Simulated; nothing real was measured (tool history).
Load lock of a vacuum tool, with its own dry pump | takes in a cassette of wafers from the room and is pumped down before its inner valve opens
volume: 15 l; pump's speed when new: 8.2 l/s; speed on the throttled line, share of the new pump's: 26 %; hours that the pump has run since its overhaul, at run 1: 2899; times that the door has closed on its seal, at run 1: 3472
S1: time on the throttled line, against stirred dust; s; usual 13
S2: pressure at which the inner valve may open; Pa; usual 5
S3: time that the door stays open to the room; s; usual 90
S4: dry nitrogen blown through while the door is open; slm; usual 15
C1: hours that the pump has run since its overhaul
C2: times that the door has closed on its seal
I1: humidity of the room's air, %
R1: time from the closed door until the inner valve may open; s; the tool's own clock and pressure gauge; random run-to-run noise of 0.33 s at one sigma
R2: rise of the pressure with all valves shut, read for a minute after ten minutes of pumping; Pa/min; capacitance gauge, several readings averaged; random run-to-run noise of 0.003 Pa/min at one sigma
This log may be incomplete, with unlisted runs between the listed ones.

Run 1, day 0.000: usual settings; C1 2899; C2 3472; I1 44.7. Result: R1 28.7 s, R2 0.073 Pa/min.
Run 2, day 2.112: usual settings; C1 2949; C2 3670; I1 44.2. Result: R1 28.6 s, R2 0.070 Pa/min.
Run 3, day 5.900: usual settings; C1 3040; C2 4024; I1 44.8. Result: R1 28.9 s, R2 0.080 Pa/min.
Run 4, day 9.333: usual settings; C1 3123; C2 4345; I1 43.3. Result: R1 27.9 s, R2 0.079 Pa/min.
Run 5, day 12.312: usual settings; C1 3194; C2 4623; I1 43.0. Result: R1 28.2 s, R2 0.082 Pa/min.
Run 6, day 14.783: usual settings but S1 8 s; C1 3253; C2 4854; I1 44.7. Result: R1 24.6 s, R2 0.089 Pa/min.
Run 7, day 17.388: usual settings but S1 8 s; C1 3316; C2 5097; I1 43.1. Result: R1 24.4 s, R2 0.092 Pa/min.
Run 8, day 21.050: usual settings but S1 8 s; C1 3404; C2 5440; I1 45.3. Result: R1 25.4 s, R2 0.093 Pa/min.
Run 9, day 22.850: usual settings but S2 9 Pa; C1 3447; C2 5608; I1 46.4. Result: R1 27.2 s, R2 0.099 Pa/min.
Run 10, day 27.279: usual settings but S1 15 s; C1 3553; C2 6022; I1 44.2. Result: R1 29.8 s, R2 0.106 Pa/min.
Run 11, day 31.533: usual settings; C1 3655; C2 6419; I1 44.5. Result: R1 28.2 s, R2 0.109 Pa/min.
Run 12, day 34.083: usual settings; C1 3717; C2 6658; I1 42.1. Result: R1 28.1 s, R2 0.105 Pa/min.
Run 13, day 38.342: usual settings; C1 3819; C2 7056; I1 45.9. Result: R1 28.7 s, R2 0.114 Pa/min.
Run 14, day 41.962: usual settings but S4 21 slm; C1 3906; C2 7394; I1 48.4. Result: R1 28.3 s, R2 0.114 Pa/min.
Run 15, day 43.992: usual settings but S2 7 Pa, S3 35 s, S4 5 slm; C1 3954; C2 7584; I1 45.3. Result: R1 28.1 s, R2 0.107 Pa/min.
Run 16, day 46.088: usual settings but S2 7 Pa, S3 65 s, S4 7 slm; C1 4005; C2 7779; I1 45.3. Result: R1 28.2 s, R2 0.125 Pa/min.
Run 17, day 50.017: usual settings but S2 7 Pa, S3 65 s, S4 7 slm; C1 4099; C2 8147; I1 43.3. Result: R1 27.3 s, R2 0.128 Pa/min.
Run 18, day 52.338: usual settings but S3 151 s, S4 7 slm; C1 4155; C2 8364; I1 42.4. Result: R1 28.7 s, R2 0.165 Pa/min.
Run 19, day 56.054: usual settings but S3 151 s, S4 7 slm; C1 4244; C2 8711; I1 46.0. Result: R1 28.9 s, R2 0.171 Pa/min.
Run 20, day 58.338: usual settings but S1 16 s, S3 59 s; C1 4299; C2 8924; I1 46.9. Result: R1 31.2 s, R2 0.130 Pa/min.

What does the tool deliver on the next run?
Run 21, day 62.142: usual settings but S1 18 s, S2 8 Pa, S3 27 s, S4 4 slm; C1 4390; C2 9280; I1 45.4. Result: R1 ?, R2 ?.

{"run 21": {"R1": 31.8, "R2": 0.125}}
If the tool had no hidden condition, the same run with the same run-to-run variation would have returned R1 31.2 s, R2 0.026 Pa/min.
